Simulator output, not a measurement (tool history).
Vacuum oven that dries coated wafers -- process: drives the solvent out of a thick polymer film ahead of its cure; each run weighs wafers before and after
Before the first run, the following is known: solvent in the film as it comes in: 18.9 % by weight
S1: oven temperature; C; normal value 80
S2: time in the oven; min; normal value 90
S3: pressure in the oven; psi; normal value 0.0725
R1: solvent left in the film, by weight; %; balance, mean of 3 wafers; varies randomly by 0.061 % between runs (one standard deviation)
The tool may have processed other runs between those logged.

run	hour	S1	S2	S3	R1
1	0.0	80	90	0.0725	3.93
2	15.8	80	90	0.0725	3.88
3	29.3	80	90	0.0725	4.01
4	39.5	81	90	0.0725	3.60
5	48.4	80	90	0.0725	3.93
6	61.5	80	90	0.0725	3.81
7	73.2	80	90	0.0725	3.92
8	82.3	80	90	0.0725	4.01
9	99.3	80	90	0.0725	3.95
10	110.8	80	90	0.0725	4.08
11	124.5	80	90	0.0725	3.93
# hour 127.8: oven's thermocouples calibrated
12	141.8	80	90	0.0725	3.37
13	154.2	80	90	0.0408	3.29
14	167.4	80	90	0.0408	3.35
15	178.5	80	90	0.0408	3.34
16	192.2	80	90	0.0408	3.38
17	203.4	80	90	0.0408	3.35
18	221.2	68	90	0.1247	8.95
19	230.0	66	156	0.1878	7.16
20	246.8	77	156	0.1878	2.45
21	260.6	77	156	0.1878	2.37
# hour 263.5: vacuum gauge cleaned of residue and calibrated
22	278.1	77	156	0.1878	2.50
23	293.3	65	125	0.1878	8.90
# hour 301.9: vacuum gauge cleaned of residue and calibrated, once more
24	307.5	80	70	0.0725	4.69
25	317.7	80	46	0.1904	7.28
26	330.7	79	83	0.0725	4.18
27	346.0	89	150	0.1959	0.54
28	360.5	88	79	0.1466	1.59
29	368.6	88	79	0.2479	1.79
30	385.7	88	111	0.0415	0.52
31	396.2	88	88	0.0415	1.09
32	408.2	74	89	0.0725	6.09
33	420.7	80	47	0.0502	6.83

Results per run with the tool's hidden condition removed, run-to-run variation unchanged:
Hidden conditions of the tool in this case: true wafer temperature over the reading, C; true pressure over the reading, kPa; drift of the gauge itself on solvent_pct, %.
run	R1
1	3.44
2	3.38
3	3.49
4	3.09
5	3.40
6	3.28
7	3.38
8	3.45
9	3.39
10	3.50
11	3.36
12	3.42
13	3.33
14	3.39
15	3.36
16	3.40
17	3.35
18	8.95
19	7.14
20	2.41
21	2.33
22	2.43
23	8.81
24	4.68
25	7.27
26	4.16
27	0.53
28	1.56
29	1.75
30	0.49
31	1.06
32	6.01
33	6.75
